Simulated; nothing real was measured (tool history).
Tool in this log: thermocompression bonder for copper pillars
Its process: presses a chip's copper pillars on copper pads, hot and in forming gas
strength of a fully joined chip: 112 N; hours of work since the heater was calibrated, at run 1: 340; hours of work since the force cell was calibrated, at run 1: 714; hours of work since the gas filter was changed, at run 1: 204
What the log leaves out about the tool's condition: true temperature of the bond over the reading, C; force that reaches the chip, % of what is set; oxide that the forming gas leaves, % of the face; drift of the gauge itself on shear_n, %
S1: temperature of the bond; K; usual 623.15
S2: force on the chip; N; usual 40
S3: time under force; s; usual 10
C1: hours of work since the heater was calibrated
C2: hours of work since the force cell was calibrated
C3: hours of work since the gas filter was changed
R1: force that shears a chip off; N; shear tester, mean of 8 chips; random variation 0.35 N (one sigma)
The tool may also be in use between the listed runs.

run,hour,S1,S2,S3,C1,C2,C3,R1
1,0.0,623.15,40,10,340,714,204,76.0
2,7.8,623.15,40,10,345,719,209,76.1
3,20.9,623.15,40,10,353,727,218,76.3
4,29.8,623.15,40,10,359,733,224,76.2
5,39.1,643.15,40,10,365,739,230,87.3
6,45.7,643.15,40,10,369,743,234,86.5
7,51.4,651.15,40,10,373,747,237,91.2
8,57.8,651.15,24,10,377,751,242,64.3
9,64.5,651.15,24,10,381,756,246,64.5
10,72.4,651.15,24,10,386,761,251,64.6
11,83.4,651.15,24,10,394,768,258,64.2
12,92.1,623.15,40,10,399,773,264,76.0
13,98.0,623.15,34,10,403,777,267,67.6
14,109.9,623.15,34,10,411,785,275,67.5
15,117.3,623.15,34,7,415,789,280,59.6
16,127.4,623.15,45,10,422,796,286,82.1
17,140.7,623.15,45,10,430,804,295,81.9
18,151.5,623.15,45,10,437,811,302,81.7
19,162.8,623.15,40,21,445,819,309,89.9
20,175.0,623.15,40,21,452,827,317,89.8
21,183.7,611.15,40,12,458,832,323,72.5

For run 22, what comes out?
22,195.8,612.15,27,17,466,840,330,?

{"run 22": {"R1": 58.3}}
Without the tool's hidden state the same run would have given R1 60.6 N.
